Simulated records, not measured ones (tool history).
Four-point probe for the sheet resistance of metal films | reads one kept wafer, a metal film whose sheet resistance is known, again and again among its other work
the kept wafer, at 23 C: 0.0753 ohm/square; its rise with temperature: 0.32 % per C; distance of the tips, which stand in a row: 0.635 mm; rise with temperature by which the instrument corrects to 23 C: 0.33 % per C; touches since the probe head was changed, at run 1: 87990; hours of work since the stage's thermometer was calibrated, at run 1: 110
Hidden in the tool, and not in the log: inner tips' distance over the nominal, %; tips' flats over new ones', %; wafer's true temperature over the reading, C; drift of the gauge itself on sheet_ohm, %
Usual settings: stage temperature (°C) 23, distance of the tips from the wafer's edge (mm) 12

run,hour,stage temperature (°C),distance of the tips from the wafer's edge (mm),touches since the probe head was changed,hours of work since the stage's thermometer was calibrated,sheet resistance as the instrument gives it (ohm/square)
1,0,23,12,87990,110,0.075294
2,92.1,23,12,91347,149,0.075348
3,182.3,23,12,94636,187,0.07533
4,292.5,23,8,98653,234,0.075543
5,429,23,8,103633,291,0.075552
6,511.6,23,8,106642,326,0.075583
7,642.4,28,12,111412,382,0.075429
8,713.3,28,12,113996,411,0.075479
9,817.4,28,12,117792,455,0.075443
10,908.9,23,12,121128,494,0.07548
11,1033.1,23,12,125657,547,0.075524
12,1112.7,23,12,128560,580,0.075529
13,1174.7,23,12,130821,607,0.075548
14,1276.8,23,12,134543,650,0.075551
15,1401.5,23,12,139090,702,0.075564
16,1463.4,23,12,141345,728,0.075597
# hour 1475.7: stage's thermometer calibrated
17,1570.5,23,12,145235,40,0.075628
18,1694.1,21,7,149739,92,0.07587
# hour 1762.5: new probe head fitted
19,1801.9,23,4,1437,137,0.07636
20,1880.9,33,61,4317,171,0.075392
21,2019.2,33,61,9359,229,0.075382
22,2083,19,50,11684,256,0.075425
23,2218.5,20,17,16624,314,0.075501
# hour 2294: stage's thermometer calibrated, once more
24,2300.2,19,11,19588,3,0.075576
25,2368.9,25,7,22090,32,0.075754
26,2449.8,25,7,25042,66,0.075772
27,2567.3,25,7,29326,116,0.075791
28,2695.3,25,7,33993,170,0.075826
29,2798.3,26,14,37748,213,0.075567
30,2913.7,35,63,41954,262,0.075545
31,3001.7,18,50,45164,299,0.075555
32,3109.5,24,5,49095,345,0.07622
33,3253.7,23,50,54352,406,0.075615
34,3366.4,23,50,58460,453,0.075617

How the hidden state differs across the entries between the runs, from the last listed run before each to the first after it:
Between runs 16 and 17: stage's thermometer calibrated (hour 1475.7)
  inner tips' distance over the nominal, %: 0.205 -> 0.223; tips' flats over new ones', %: 96 -> 98; wafer's true temperature over the reading, C: 0.05 -> 0.07
  measured less the result without the state, sheet resistance as the instrument gives it (ohm/square): +0.00018 -> +0.000201
Between runs 18 and 19: new probe head fitted (hour 1762.5)
  inner tips' distance over the nominal, %: 0.248 -> 0.052; tips' flats over new ones', %: 102 -> 1; wafer's true temperature over the reading, C: 0.09 -> 0.1
  measured less the result without the state, sheet resistance as the instrument gives it (ohm/square): +0.000224 -> +0.000068
Between runs 23 and 24: stage's thermometer calibrated, once more (hour 2294)
  inner tips' distance over the nominal, %: 0.133 -> 0.147; tips' flats over new ones', %: 12 -> 14; wafer's true temperature over the reading, C: 0.14 -> 0.01
  measured less the result without the state, sheet resistance as the instrument gives it (ohm/square): +0.000144 -> +0.000123
